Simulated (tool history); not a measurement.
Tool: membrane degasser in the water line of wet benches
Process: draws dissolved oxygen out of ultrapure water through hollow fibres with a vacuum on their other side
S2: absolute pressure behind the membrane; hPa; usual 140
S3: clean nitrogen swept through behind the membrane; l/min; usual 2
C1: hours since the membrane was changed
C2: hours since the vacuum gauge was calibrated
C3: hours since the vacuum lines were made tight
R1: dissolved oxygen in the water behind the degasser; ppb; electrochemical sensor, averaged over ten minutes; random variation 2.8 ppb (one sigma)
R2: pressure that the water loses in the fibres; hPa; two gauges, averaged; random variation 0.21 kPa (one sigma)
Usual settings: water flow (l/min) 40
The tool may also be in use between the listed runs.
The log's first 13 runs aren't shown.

Run 14, hour 1479.4: usual settings; C1 6815; C2 5899; C3 4359. Result: R1 614.3 ppb, R2 584.1 hPa.
Run 15, hour 1553.2: usual settings; C1 6889; C2 5973; C3 4433. Result: R1 613 ppb, R2 587.8 hPa.
Run 16, hour 1658: usual settings; C1 6994; C2 6077; C3 4538. Result: R1 611.4 ppb, R2 583.4 hPa.
Run 17, hour 1739.2: usual settings but water flow (l/min) 64, S3 4.59 l/min; C1 7075; C2 6159; C3 4619. Result: R1 880.6 ppb, R2 938.2 hPa.
Run 18, hour 1868.4: usual settings but water flow (l/min) 32, S3 1 l/min; C1 7205; C2 6288; C3 4748. Result: R1 757.3 ppb, R2 469.1 hPa.
Run 19, hour 2002: usual settings but water flow (l/min) 32, S3 1 l/min; C1 7338; C2 6421; C3 4882. Result: R1 746.4 ppb, R2 472.7 hPa.
Run 20, hour 2089.6: usual settings but water flow (l/min) 64, S2 282 hPa, S3 3.69 l/min; C1 7426; C2 6509; C3 4969. Result: R1 1358.4 ppb, R2 937.3 hPa.
Run 21, hour 2184.6: usual settings but S2 111 hPa, S3 0.9 l/min; C1 7521; C2 6604; C3 5064. Result: R1 806 ppb, R2 587.2 hPa.
At hour 2272.5: vacuum gauge calibrated.
Run 22, hour 2277.8: usual settings but water flow (l/min) 26, S2 123 hPa; C1 7613; C2 5; C3 5157. Result: R1 298.9 ppb, R2 383.9 hPa.
Run 23, hour 2380.8: usual settings but water flow (l/min) 26, S2 123 hPa, S3 2.61 l/min; C1 7716; C2 108; C3 5260. Result: R1 242.8 ppb, R2 382.4 hPa.
Run 24, hour 2451: usual settings but water flow (l/min) 26, S2 123 hPa, S3 2.61 l/min; C1 7787; C2 178; C3 5330. Result: R1 239.9 ppb, R2 381.7 hPa.
Run 25, hour 2547.4: usual settings but water flow (l/min) 26, S2 123 hPa, S3 2.61 l/min; C1 7883; C2 275; C3 5426. Result: R1 240.3 ppb, R2 382.8 hPa.
Run 26, hour 2698.4: usual settings but water flow (l/min) 30, S3 4.65 l/min; C1 8034; C2 426; C3 5577. Result: R1 221.8 ppb, R2 439.4 hPa.
Run 27, hour 2772.6: usual settings but water flow (l/min) 30, S3 4.65 l/min; C1 8108; C2 500; C3 5652. Result: R1 221.1 ppb, R2 438 hPa.
Run 28, hour 2857.5: usual settings but water flow (l/min) 30, S3 4.65 l/min; C1 8193; C2 585; C3 5737. Result: R1 223.8 ppb, R2 441.6 hPa.
Run 29, hour 3008.1: usual settings but S3 0.93 l/min; C1 8344; C2 736; C3 5887. Result: R1 976.2 ppb, R2 591.1 hPa.
Run 30, hour 3093.5: usual settings but water flow (l/min) 42, S2 213 hPa, S3 1.07 l/min; C1 8429; C2 821; C3 5973. Result: R1 1401.3 ppb, R2 618.5 hPa.
Run 31, hour 3229.1: usual settings but S2 148 hPa; C1 8565; C2 957; C3 6108. Result: R1 642.5 ppb, R2 588.1 hPa.
Run 32, hour 3322.3: usual settings but water flow (l/min) 32, S2 334 hPa, S3 4.63 l/min; C1 8658; C2 1050; C3 6201. Result: R1 547 ppb, R2 468.8 hPa.

Forecast each of these 4 alternatives for the next run:
Run A, hour 3405.2: usual settings but water flow (l/min) 37; C1 8741; C2 1133; C3 6284. Result: R1 ?, R2 ?.
Run B, hour 3405.2: usual settings but water flow (l/min) 39, S2 118 hPa, S3 2.12 l/min; C1 8741; C2 1133; C3 6284. Result: R1 ?, R2 ?.
Run C, hour 3405.2: usual settings but water flow (l/min) 34, S2 334 hPa, S3 1.46 l/min; C1 8741; C2 1133; C3 6284. Result: R1 ?, R2 ?.
Run D, hour 3405.2: usual settings but S3 1.44 l/min; C1 8741; C2 1133; C3 6284. Result: R1 ?, R2 ?.

run      R1     R2
  A     545  542.5
  B   487.5  576.4
  C  1403.7  499.5
  D   745.4  591.7
Without the tool's hidden state the same runs would have given:
run     R1     R2
  A    529  529.6
  B  470.3  562.7
  C   1385  487.6
  D  727.4  577.6
